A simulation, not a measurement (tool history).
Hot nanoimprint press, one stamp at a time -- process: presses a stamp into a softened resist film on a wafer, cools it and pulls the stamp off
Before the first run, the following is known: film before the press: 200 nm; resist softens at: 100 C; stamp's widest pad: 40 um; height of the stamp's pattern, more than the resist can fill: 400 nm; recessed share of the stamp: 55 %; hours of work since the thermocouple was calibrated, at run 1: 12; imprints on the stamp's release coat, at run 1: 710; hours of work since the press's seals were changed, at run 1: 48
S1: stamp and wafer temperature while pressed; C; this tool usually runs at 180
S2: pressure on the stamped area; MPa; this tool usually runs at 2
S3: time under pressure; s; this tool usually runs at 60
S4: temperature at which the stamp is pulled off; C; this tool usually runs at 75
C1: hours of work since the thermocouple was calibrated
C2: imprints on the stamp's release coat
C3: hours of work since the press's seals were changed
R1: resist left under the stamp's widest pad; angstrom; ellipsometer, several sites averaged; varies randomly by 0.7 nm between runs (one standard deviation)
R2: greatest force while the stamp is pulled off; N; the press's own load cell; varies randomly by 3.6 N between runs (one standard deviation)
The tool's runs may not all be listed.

{"run": 1, "day": 0.0, "S1": 180, "S2": 2, "S3": 60, "S4": 75, "C1": 12, "C2": 710, "C3": 48, "R1": 1006, "R2": 179}
{"run": 2, "day": 0.908, "S1": 180, "S2": 2, "S3": 60, "S4": 75, "C1": 22, "C2": 745, "C3": 59, "R1": 1011, "R2": 173}
{"run": 3, "day": 1.475, "S1": 180, "S2": 2, "S3": 60, "S4": 75, "C1": 29, "C2": 766, "C3": 66, "R1": 1005, "R2": 175}
{"run": 4, "day": 2.354, "S1": 180, "S2": 2, "S3": 60, "S4": 75, "C1": 39, "C2": 800, "C3": 76, "R1": 1002, "R2": 174}
{"run": 5, "day": 2.85, "S1": 187, "S2": 2, "S3": 60, "S4": 75, "C1": 44, "C2": 819, "C3": 81, "R1": 818, "R2": 179}
{"run": 6, "day": 3.354, "S1": 180, "S2": 2, "S3": 60, "S4": 75, "C1": 50, "C2": 838, "C3": 87, "R1": 1000, "R2": 172}
{"run": 7, "day": 4.388, "S1": 180, "S2": 2, "S3": 60, "S4": 75, "C1": 62, "C2": 878, "C3": 99, "R1": 997, "R2": 173}
{"run": 8, "day": 5.479, "S1": 180, "S2": 2.4, "S3": 60, "S4": 75, "C1": 75, "C2": 920, "C3": 112, "R1": 922, "R2": 177}
{"run": 9, "day": 6.65, "S1": 180, "S2": 2.4, "S3": 60, "S4": 75, "C1": 88, "C2": 964, "C3": 125, "R1": 929, "R2": 174}
{"run": 10, "day": 7.525, "S1": 180, "S2": 2.4, "S3": 60, "S4": 75, "C1": 99, "C2": 998, "C3": 136, "R1": 920, "R2": 175}
{"run": 11, "day": 8.621, "S1": 180, "S2": 2.4, "S3": 60, "S4": 75, "C1": 111, "C2": 1040, "C3": 148, "R1": 925, "R2": 168}
{"run": 12, "day": 9.375, "S1": 180, "S2": 2, "S3": 60, "S4": 77, "C1": 120, "C2": 1069, "C3": 157, "R1": 1006, "R2": 160}
{"run": 13, "day": 10.512, "S1": 180, "S2": 2, "S3": 91, "S4": 75, "C1": 133, "C2": 1112, "C3": 170, "R1": 871, "R2": 174}
{"run": 14, "day": 11.054, "S1": 191, "S2": 2, "S3": 91, "S4": 75, "C1": 139, "C2": 1133, "C3": 176, "R1": 622, "R2": 173}
{"run": 15, "day": 11.533, "S1": 188, "S2": 2.4, "S3": 47, "S4": 65, "C1": 145, "C2": 1151, "C3": 182, "R1": 812, "R2": 218}
{"run": 16, "day": 12.55, "S1": 169, "S2": 2, "S3": 60, "S4": 77, "C1": 157, "C2": 1190, "C3": 194, "R1": 1348, "R2": 169}
{"run": 17, "day": 13.171, "S1": 169, "S2": 2, "S3": 60, "S4": 77, "C1": 164, "C2": 1214, "C3": 201, "R1": 1346, "R2": 166}
{"day": 14.412, "done": "stamp cleaned and given a new release coat"}
{"run": 18, "day": 14.512, "S1": 169, "S2": 2, "S3": 60, "S4": 77, "C1": 176, "C2": 4, "C3": 213, "R1": 1346, "R2": 166}
{"run": 19, "day": 15.575, "S1": 186, "S2": 2, "S3": 60, "S4": 69, "C1": 189, "C2": 44, "C3": 226, "R1": 856, "R2": 208}
{"run": 20, "day": 16.504, "S1": 171, "S2": 2.01, "S3": 60, "S4": 69, "C1": 200, "C2": 80, "C3": 236, "R1": 1281, "R2": 205}
{"run": 21, "day": 17.5, "S1": 171, "S2": 2.01, "S3": 60, "S4": 69, "C1": 211, "C2": 118, "C3": 248, "R1": 1269, "R2": 204}
{"run": 22, "day": 18.008, "S1": 171, "S2": 1.67, "S3": 60, "S4": 69, "C1": 217, "C2": 138, "C3": 254, "R1": 1368, "R2": 196}
{"run": 23, "day": 18.833, "S1": 189, "S2": 3.1, "S3": 60, "S4": 75, "C1": 226, "C2": 169, "C3": 263, "R1": 639, "R2": 176}

Consider 3 possible next runs. They are alternatives, not a sequence: every one starts from the tool as it was left by run 23. What does each give?
{"run": "A", "day": 19.792, "S1": 180, "S2": 2.61, "S3": 60, "S4": 75, "C1": 238, "C2": 206, "C3": 274, "R1": "?", "R2": "?"}
{"run": "B", "day": 19.792, "S1": 189, "S2": 3.1, "S3": 73, "S4": 75, "C1": 238, "C2": 206, "C3": 274, "R1": "?", "R2": "?"}
{"run": "C", "day": 19.792, "S1": 170, "S2": 3.1, "S3": 59, "S4": 61, "C1": 238, "C2": 206, "C3": 274, "R1": "?", "R2": "?"}

run=A R1=895 R2=174
run=B R1=582 R2=172
run=C R1=1131 R2=237
Without the tool's hidden state the same runs would have given:
run=A R1=896 R2=174
run=B R1=582 R2=172
run=C R1=1132 R2=237
